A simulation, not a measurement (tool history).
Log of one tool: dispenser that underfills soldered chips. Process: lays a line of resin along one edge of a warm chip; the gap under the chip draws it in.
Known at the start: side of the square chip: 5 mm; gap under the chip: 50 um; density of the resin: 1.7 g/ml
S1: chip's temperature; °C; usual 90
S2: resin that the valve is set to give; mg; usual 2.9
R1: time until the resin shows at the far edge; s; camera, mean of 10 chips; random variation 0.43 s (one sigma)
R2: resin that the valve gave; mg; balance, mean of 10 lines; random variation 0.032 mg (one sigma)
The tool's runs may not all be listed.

run 1 hour=0 | S1=90 S2=2.9 | R1=50.1 R2=2.68
-- hour=3.2 new syringe of resin
run 2 hour=4.2 | S1=90 S2=2.9 | R1=33.3 R2=2.75
run 3 hour=7.1 | S1=81 S2=2.9 | R1=54.6 R2=2.74
run 4 hour=9 | S1=81 S2=2.9 | R1=61.2 R2=2.71
run 5 hour=12.8 | S1=90 S2=2.9 | R1=51.9 R2=2.8
-- hour=15.5 new syringe of resin
run 6 hour=17.1 | S1=90 S2=2.9 | R1=34.5 R2=2.72
run 7 hour=21.5 | S1=90 S2=2.9 | R1=43.6 R2=2.73
run 8 hour=25.2 | S1=90 S2=2.9 | R1=50.4 R2=2.73
-- hour=28.2 new syringe of resin
run 9 hour=28.8 | S1=90 S2=2.9 | R1=33.7 R2=2.75
run 10 hour=31.7 | S1=90 S2=2.9 | R1=39.4 R2=2.76
run 11 hour=34.1 | S1=96 S2=2.62 | R1=36.4 R2=2.53
run 12 hour=36.7 | S1=96 S2=2.62 | R1=40.8 R2=2.42
run 13 hour=39.3 | S1=96 S2=2.62 | R1=46.3 R2=2.44
-- hour=40.8 new syringe of resin
run 14 hour=41.5 | S1=96 S2=2.62 | R1=27.3 R2=2.46
run 15 hour=45.8 | S1=99 S2=2.87 | R1=30 R2=2.7
run 16 hour=48.2 | S1=83 S2=3.13 | R1=60 R2=2.93
run 17 hour=51.8 | S1=83 S2=3.13 | R1=70.2 R2=2.92
-- hour=53.2 new syringe of resin
run 18 hour=56.6 | S1=88 S2=2.82 | R1=41.5 R2=2.64

3 ways to go on from here, each from the tool as it stands after run 18. What would each give?
run A hour=59.8 | S1=98 S2=2.82 | R1=? R2=?
run B hour=59.8 | S1=95 S2=2.75 | R1=? R2=?
run C hour=59.8 | S1=102 S2=3.07 | R1=? R2=?

run=A R1=33.1 R2=2.62
run=B R1=38.9 R2=2.58
run=C R1=28.5 R2=2.92
Without the tool's hidden state the same runs would have given:
run=A R1=22.7 R2=2.82
run=B R1=26.8 R2=2.77
run=C R1=19.7 R2=3.13
